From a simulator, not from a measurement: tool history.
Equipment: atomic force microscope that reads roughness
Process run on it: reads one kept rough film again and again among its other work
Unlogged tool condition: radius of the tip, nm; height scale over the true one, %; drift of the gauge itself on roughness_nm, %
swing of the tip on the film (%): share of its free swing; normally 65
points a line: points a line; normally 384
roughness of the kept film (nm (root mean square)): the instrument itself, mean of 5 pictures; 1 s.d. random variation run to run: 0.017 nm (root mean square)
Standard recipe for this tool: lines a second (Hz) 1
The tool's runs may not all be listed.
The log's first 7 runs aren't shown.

run	hour	lines a second (Hz)	swing of the tip on the film (%)	points a line	pictures with this tip	hours of work since the height scale was calibrated	roughness of the kept film (nm (root mean square))
# hour 408.5: new tip fitted
8	444.7	1	65	384	39	1734	3.862
9	522.6	1	65	463	125	1774	3.331
# hour 557.2: new tip fitted
10	584.1	1	65	463	29	1805	3.984
11	657.3	1	65	384	110	1842	3.492
12	697.8	1	65	384	154	1862	3.305
# hour 706.5: new tip fitted
13	781	1	65	384	82	1904	3.621
14	838.3	1	72	384	144	1933	3.218
# hour 851.1: new tip fitted
15	899.1	1	56	384	52	1963	3.86
16	985.4	1.34	65	611	147	2007	3.182
# hour 996.1: new tip fitted
17	1029.7	1.41	65	473	37	2029	3.841
18	1082.4	1	69	384	95	2056	3.488
# hour 1138.7: new tip fitted
19	1141.9	1	81	384	3	2086	3.917
20	1225.6	3.58	86	738	95	2128	2.504
21	1271.9	3.58	86	738	146	2151	2.306
# hour 1287: new tip fitted
22	1340.9	1.83	80	738	59	2186	3.331
23	1406.6	1.83	80	638	131	2219	2.925
# hour 1430.6: new tip fitted
24	1472.7	1	60	384	46	2252	3.882
25	1519.5	1	60	384	97	2276	3.556
# hour 1578.7: new tip fitted
26	1587	0.71	82	400	9	2310	3.966
27	1654.7	0.61	69	618	84	2344	3.648
# hour 1660.6: height scale calibrated on a step standard
# hour 1723.2: new tip fitted
28	1742.3	0.61	69	618	21	41	3.96
29	1781.2	0.61	75	684	63	61	3.69
30	1821.1	0.61	75	684	107	81	3.443

Predict each of these 4 candidate next runs independently; none follows another, all start after run 30:
A	1859.4	1.65	77	458	149	100	?
B	1859.4	0.51	55	684	149	100	?
C	1859.4	2.35	79	291	149	100	?
D	1859.4	2.13	65	384	149	100	?

run	roughness of the kept film (nm (root mean square))
A	2.965
B	3.369
C	2.75
D	3.076
Had the tool no hidden state, the same runs would have come out as:
run	roughness of the kept film (nm (root mean square))
A	3.764
B	4.279
C	3.491
D	3.907
